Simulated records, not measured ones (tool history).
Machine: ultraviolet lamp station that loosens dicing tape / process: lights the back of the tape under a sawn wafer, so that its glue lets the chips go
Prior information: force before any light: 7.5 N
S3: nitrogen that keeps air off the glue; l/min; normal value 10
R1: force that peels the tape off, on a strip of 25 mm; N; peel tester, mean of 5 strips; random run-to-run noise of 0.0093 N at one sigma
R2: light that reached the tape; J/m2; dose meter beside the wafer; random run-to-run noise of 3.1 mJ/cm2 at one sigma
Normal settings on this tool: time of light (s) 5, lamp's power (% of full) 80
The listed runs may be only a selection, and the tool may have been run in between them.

run 1 hour=0 | time_of_light_(s)=5 lamp's_power_(%_of_full)=80 S3=10 | R1=0.578 R2=3820
run 2 hour=21.4 | time_of_light_(s)=5 lamp's_power_(%_of_full)=80 S3=10 | R1=0.595 R2=3820
run 3 hour=43.2 | time_of_light_(s)=5 lamp's_power_(%_of_full)=80 S3=15 | R1=0.467 R2=3710
-- hour=51.2 window cleaned of glue's vapour
run 4 hour=58.6 | time_of_light_(s)=5 lamp's_power_(%_of_full)=80 S3=3 | R1=1.143 R2=4430
run 5 hour=77.7 | time_of_light_(s)=5 lamp's_power_(%_of_full)=76 S3=3 | R1=1.27 R2=4120
run 6 hour=98.3 | time_of_light_(s)=5 lamp's_power_(%_of_full)=80 S3=10 | R1=0.439 R2=4410
run 7 hour=116.2 | time_of_light_(s)=5 lamp's_power_(%_of_full)=80 S3=10 | R1=0.442 R2=4360
run 8 hour=129.9 | time_of_light_(s)=5 lamp's_power_(%_of_full)=80 S3=10 | R1=0.445 R2=4330
run 9 hour=151.3 | time_of_light_(s)=5 lamp's_power_(%_of_full)=80 S3=10 | R1=0.459 R2=4240
run 10 hour=171.5 | time_of_light_(s)=5 lamp's_power_(%_of_full)=89 S3=10 | R1=0.381 R2=4760
run 11 hour=191.3 | time_of_light_(s)=5 lamp's_power_(%_of_full)=80 S3=5 | R1=0.867 R2=4220
run 12 hour=206.4 | time_of_light_(s)=5 lamp's_power_(%_of_full)=80 S3=5 | R1=0.83 R2=4230
run 13 hour=218.3 | time_of_light_(s)=5 lamp's_power_(%_of_full)=80 S3=5 | R1=0.83 R2=4140
run 14 hour=241.9 | time_of_light_(s)=5 lamp's_power_(%_of_full)=80 S3=5 | R1=0.873 R2=4130
run 15 hour=264.8 | time_of_light_(s)=5 lamp's_power_(%_of_full)=80 S3=5 | R1=0.863 R2=4120
run 16 hour=281.9 | time_of_light_(s)=5 lamp's_power_(%_of_full)=80 S3=5 | R1=0.908 R2=4100
run 17 hour=297.4 | time_of_light_(s)=5 lamp's_power_(%_of_full)=80 S3=10 | R1=0.528 R2=4100
run 18 hour=310 | time_of_light_(s)=5 lamp's_power_(%_of_full)=80 S3=10 | R1=0.511 R2=4020
run 19 hour=333.2 | time_of_light_(s)=5 lamp's_power_(%_of_full)=80 S3=10 | R1=0.546 R2=3960
run 20 hour=349.8 | time_of_light_(s)=5 lamp's_power_(%_of_full)=80 S3=10 | R1=0.523 R2=4020
run 21 hour=361.4 | time_of_light_(s)=5 lamp's_power_(%_of_full)=80 S3=10 | R1=0.536 R2=4010
run 22 hour=377.4 | time_of_light_(s)=5 lamp's_power_(%_of_full)=80 S3=10 | R1=0.556 R2=3960
run 23 hour=400.4 | time_of_light_(s)=9 lamp's_power_(%_of_full)=91 S3=14 | R1=0.196 R2=7980
run 24 hour=416.8 | time_of_light_(s)=9 lamp's_power_(%_of_full)=91 S3=14 | R1=0.2 R2=7960
run 25 hour=435.8 | time_of_light_(s)=5 lamp's_power_(%_of_full)=65 S3=6 | R1=1.239 R2=3140
run 26 hour=457.2 | time_of_light_(s)=3 lamp's_power_(%_of_full)=88 S3=6 | R1=1.671 R2=2530
run 27 hour=478.8 | time_of_light_(s)=6 lamp's_power_(%_of_full)=80 S3=15 | R1=0.313 R2=4600
run 28 hour=496.1 | time_of_light_(s)=2 lamp's_power_(%_of_full)=83 S3=19 | R1=1.827 R2=1580
run 29 hour=514.8 | time_of_light_(s)=2 lamp's_power_(%_of_full)=83 S3=19 | R1=1.842 R2=1590
run 30 hour=528 | time_of_light_(s)=4 lamp's_power_(%_of_full)=79 S3=10 | R1=0.99 R2=2980
run 31 hour=550.6 | time_of_light_(s)=3 lamp's_power_(%_of_full)=76 S3=10 | R1=1.593 R2=2120
run 32 hour=563.2 | time_of_light_(s)=3 lamp's_power_(%_of_full)=76 S3=10 | R1=1.618 R2=2130
run 33 hour=576.2 | time_of_light_(s)=5 lamp's_power_(%_of_full)=76 S3=7 | R1=0.893 R2=3510
run 34 hour=598.8 | time_of_light_(s)=4 lamp's_power_(%_of_full)=76 S3=6 | R1=1.501 R2=2740
run 35 hour=619.8 | time_of_light_(s)=4 lamp's_power_(%_of_full)=93 S3=6 | R1=1.09 R2=3370
run 36 hour=637.4 | time_of_light_(s)=5 lamp's_power_(%_of_full)=80 S3=9 | R1=0.722 R2=3600
run 37 hour=648 | time_of_light_(s)=5 lamp's_power_(%_of_full)=98 S3=10 | R1=0.44 R2=4430
run 38 hour=666.9 | time_of_light_(s)=6 lamp's_power_(%_of_full)=80 S3=18 | R1=0.327 R2=4260
run 39 hour=688.6 | time_of_light_(s)=6 lamp's_power_(%_of_full)=80 S3=18 | R1=0.314 R2=4210
-- hour=695.9 window cleaned of glue's vapour
run 40 hour=705 | time_of_light_(s)=2 lamp's_power_(%_of_full)=80 S3=19 | R1=1.663 R2=1700
run 41 hour=716.1 | time_of_light_(s)=3 lamp's_power_(%_of_full)=80 S3=10 | R1=1.293 R2=2510
run 42 hour=733.2 | time_of_light_(s)=3 lamp's_power_(%_of_full)=82 S3=10 | R1=1.247 R2=2570
run 43 hour=744.9 | time_of_light_(s)=3 lamp's_power_(%_of_full)=85 S3=10 | R1=1.176 R2=2590
run 44 hour=756 | time_of_light_(s)=5 lamp's_power_(%_of_full)=71 S3=17 | R1=0.446 R2=3660

Each run again, without the hidden state but with its own random variation kept:
Unlogged tool condition in this case: lamp's light, % of a new lamp's; light that the window lets through, % of a clean one's; drift of the gauge itself on peel_n, %; drift of the gauge itself on dose_mj_cm2, %.
run=1 R1=0.388 R2=4670
run=2 R1=0.396 R2=4710
run=3 R1=0.315 R2=4630
run=4 R1=1.038 R2=4690
run=5 R1=1.145 R2=4380
run=6 R1=0.384 R2=4720
run=7 R1=0.383 R2=4690
run=8 R1=0.382 R2=4680
run=9 R1=0.389 R2=4630
run=10 R1=0.323 R2=5220
run=11 R1=0.717 R2=4650
run=12 R1=0.68 R2=4690
run=13 R1=0.675 R2=4620
run=14 R1=0.699 R2=4640
run=15 R1=0.681 R2=4660
run=16 R1=0.708 R2=4680
run=17 R1=0.406 R2=4700
run=18 R1=0.389 R2=4620
run=19 R1=0.413 R2=4600
run=20 R1=0.386 R2=4690
run=21 R1=0.395 R2=4700
run=22 R1=0.406 R2=4670
run=23 R1=0.191 R2=9480
run=24 R1=0.195 R2=9510
run=25 R1=0.893 R2=3780
run=26 R1=1.247 R2=3070
run=27 R1=0.24 R2=5630
run=28 R1=1.347 R2=1940
run=29 R1=1.342 R2=1960
run=30 R1=0.652 R2=3710
run=31 R1=1.116 R2=2670
run=32 R1=1.122 R2=2680
run=33 R1=0.565 R2=4450
run=34 R1=1.002 R2=3510
run=35 R1=0.681 R2=4340
run=36 R1=0.43 R2=4670
run=37 R1=0.279 R2=5760
run=38 R1=0.231 R2=5600
run=39 R1=0.22 R2=5560
run=40 R1=1.405 R2=1900
run=41 R1=1.061 R2=2820
run=42 R1=1.01 R2=2900
run=43 R1=0.942 R2=2940
run=44 R1=0.351 R2=4170

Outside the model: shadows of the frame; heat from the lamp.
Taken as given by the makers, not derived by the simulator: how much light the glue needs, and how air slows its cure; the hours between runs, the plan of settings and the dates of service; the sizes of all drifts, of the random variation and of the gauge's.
